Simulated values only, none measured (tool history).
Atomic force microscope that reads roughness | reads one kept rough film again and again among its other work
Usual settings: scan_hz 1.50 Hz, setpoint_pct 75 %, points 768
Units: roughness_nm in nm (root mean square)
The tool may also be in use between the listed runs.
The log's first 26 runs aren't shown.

run   hour  scan_hz  setpoint_pct  points  roughness_nm
 27  173.2     0.57            58     768         1.282
 28  180.5     1.50            78     768         1.125
     187.7  -- new tip fitted
 29  187.7     1.50            71     351         1.419
 30  194.1     1.50            71     351         1.410
 31  199.0     0.81            81     716         1.433
 32  203.5     1.86            89     444         1.193
     208.3  -- height scale calibrated on a step standard, once more
 33  208.7     1.86            89     444         1.183
 34  218.1     1.86            89     444         1.168
 35  224.4     0.94            75     709         1.421
 36  230.4     0.66            75     709         1.427
 37  239.4     0.66            75     709         1.421
 38  243.9     1.50            78     396         1.289
 39  253.4     1.50            78     396         1.282
 40  258.8     1.50            89     334         1.154
 41  263.0     0.72            75     339         1.362
 42  267.9     2.25            74     768         1.240
 43  276.3     0.68            62     798         1.415

4 ways to go on from here, each from the tool as it stands after run 43. What would each give?
  A  284.5     1.26            76     768             ?
  B  284.5     0.68            82     798             ?
  C  284.5     0.82            67     264             ?
  D  284.5     1.59            76     293             ?

run  roughness_nm
  A         1.289
  B         1.326
  C         1.327
  D         1.223
Without the tool's hidden state the same runs would have given:
run  roughness_nm
  A         1.463
  B         1.505
  C         1.506
  D         1.387
